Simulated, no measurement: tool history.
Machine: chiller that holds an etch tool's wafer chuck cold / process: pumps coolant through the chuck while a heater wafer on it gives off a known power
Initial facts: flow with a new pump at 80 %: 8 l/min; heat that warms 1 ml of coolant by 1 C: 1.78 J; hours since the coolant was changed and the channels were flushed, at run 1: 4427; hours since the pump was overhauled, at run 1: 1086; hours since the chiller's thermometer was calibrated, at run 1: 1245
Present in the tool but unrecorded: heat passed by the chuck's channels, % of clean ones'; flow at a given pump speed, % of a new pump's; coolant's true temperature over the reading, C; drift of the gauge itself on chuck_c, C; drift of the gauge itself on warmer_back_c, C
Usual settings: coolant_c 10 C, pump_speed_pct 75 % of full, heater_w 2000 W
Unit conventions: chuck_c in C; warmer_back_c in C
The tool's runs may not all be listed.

run    hour  coolant_c  pump_speed_pct  heater_w  hours since the coolant was changed and the channels were flushed  hours since the pump was overhauled  hours since the chiller's thermometer was calibrated  chuck_c  warmer_back_c
  1       0         10              75      2000                                                               4427                                 1086                                                  1245     25.3           9.08
  2    65.3         10              75      2000                                                               4492                                 1151                                                  1310     25.4           8.97
  3   173.7         10              75      2000                                                               4600                                 1259                                                  1418     25.5           9.04
  4   248.4         10              75      2000                                                               4675                                 1334                                                  1493     25.3           8.98
  5   306.1         10              63      2000                                                               4733                                 1392                                                  1551     27.8          10.93
  6   374.4         10              63      2000                                                               4801                                 1460                                                  1619     27.8          10.96
  7   439.7         10              63      2000                                                               4866                                 1525                                                  1685     27.9          10.97
  8   523.6         10              63      2000                                                               4950                                 1609                                                  1768     28.2          10.89
  9   580.6         10              87      2000                                                               5007                                 1666                                                  1825     23.5           7.67
 10   698.5         10              87      2000                                                               5125                                 1784                                                  1943     23.5            7.6
 11   774.2         10              75      2000                                                               5201                                 1860                                                  2019     25.7           8.93
      792.6  -- chiller's thermometer calibrated
 12     873         10              75      2000                                                               5299                                 1958                                                    80     25.5           8.89
 13     929         10              75      2000                                                               5355                                 2014                                                   136     25.4            8.9
 14   978.5         10              75      2558                                                               5404                                 2063                                                   186     29.9          11.47
 15    1055         10              75      2558                                                               5481                                 2140                                                   262     29.8          11.35
 16  1155.5         12              79      2520                                                               5581                                 2240                                                   363     30.6          10.53

Run 17 comes next. What will it give?
 17  1233.7         12              79      2520                                                               5659                                 2318                                                   441        ?              ?

For run 17 the tool returned chuck_c 30.8 C, warmer_back_c 10.57 C.
If the tool had no hidden condition, the same run with the same run-to-run variation would have returned chuck_c 30.7 C, warmer_back_c 10.74 C.
